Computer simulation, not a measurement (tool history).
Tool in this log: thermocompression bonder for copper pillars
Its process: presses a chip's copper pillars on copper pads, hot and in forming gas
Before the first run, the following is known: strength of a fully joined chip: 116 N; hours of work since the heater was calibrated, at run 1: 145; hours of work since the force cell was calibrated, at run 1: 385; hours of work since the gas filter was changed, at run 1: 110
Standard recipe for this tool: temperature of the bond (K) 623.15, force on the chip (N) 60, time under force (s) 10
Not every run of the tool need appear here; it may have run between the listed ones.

run	hour	temperature of the bond (K)	force on the chip (N)	time under force (s)	hours of work since the heater was calibrated	hours of work since the force cell was calibrated	hours of work since the gas filter was changed	force that shears a chip off (N)
1	0.0	623.15	60	10	145	385	110	82.0
2	10.1	623.15	60	10	152	392	117	77.5
3	28.4	624.15	60	10	166	406	131	80.3
4	41.6	624.15	60	10	176	416	141	81.5
5	63.7	624.15	60	10	192	432	157	82.7
6	84.7	624.15	60	10	208	448	173	80.2
7	95.5	624.15	60	10	216	456	181	81.3
8	114.2	623.15	60	10	230	470	195	79.4
9	124.6	623.15	60	10	238	478	203	80.5
10	138.5	650.15	60	10	248	488	213	91.0
11	148.6	623.15	60	10	256	496	221	80.8
12	162.3	623.15	60	10	266	506	231	80.6
# hour 173.3: forming gas filter changed
13	176.9	623.15	60	10	277	516	3	80.7
14	188.6	603.15	60	10	285	525	11	70.9
15	201.9	603.15	60	10	295	535	21	72.3
16	218.6	628.15	60	10	308	548	34	80.8
17	238.4	628.15	60	10	322	562	49	82.8
18	260.2	614.15	60	10	339	579	65	75.6
19	277.4	623.15	54	10	352	591	78	75.1
20	299.9	623.15	37	10	368	608	95	55.7
21	315.9	649.15	37	10	380	620	106	67.3
22	329.2	649.15	37	10	390	630	116	65.8
23	349.0	630.15	37	10	405	645	131	60.7
24	358.0	630.15	37	10	412	652	138	58.6
25	374.8	630.15	37	10	424	664	150	58.8
26	390.4	607.15	65	6	436	676	162	66.8
27	409.6	609.15	65	13	450	690	176	84.0
28	429.4	608.15	48	7	465	705	191	56.4
29	443.8	627.15	60	5	476	716	202	66.2
30	457.3	634.15	61	9	486	726	212	83.9
31	477.7	599.15	69	26	501	741	227	95.0
32	490.1	623.15	66	18	510	750	237	96.8
# hour 493.2: forming gas filter changed
33	510.5	623.15	66	18	525	765	13	96.5
34	527.2	649.15	67	7	538	778	25	89.3
35	541.0	607.15	80	9	548	788	36	85.3
36	561.4	622.15	80	6	563	803	51	82.3
37	574.0	622.15	80	6	573	813	60	84.1
38	589.8	645.15	80	12	585	824	72	103.7
39	607.8	645.15	80	12	598	838	86	102.5

What differs in the tool's unlogged condition from the final listed run ahead of each entry between runs to the first listed run following it?
In the gap between runs 12 and 13: forming gas filter changed (hour 173.3)
  oxide that the forming gas leaves, % of the face: 1.07 -> 0.52
In the gap between runs 32 and 33: forming gas filter changed (hour 493.2)
  oxide that the forming gas leaves, % of the face: 1.04 -> 0.55
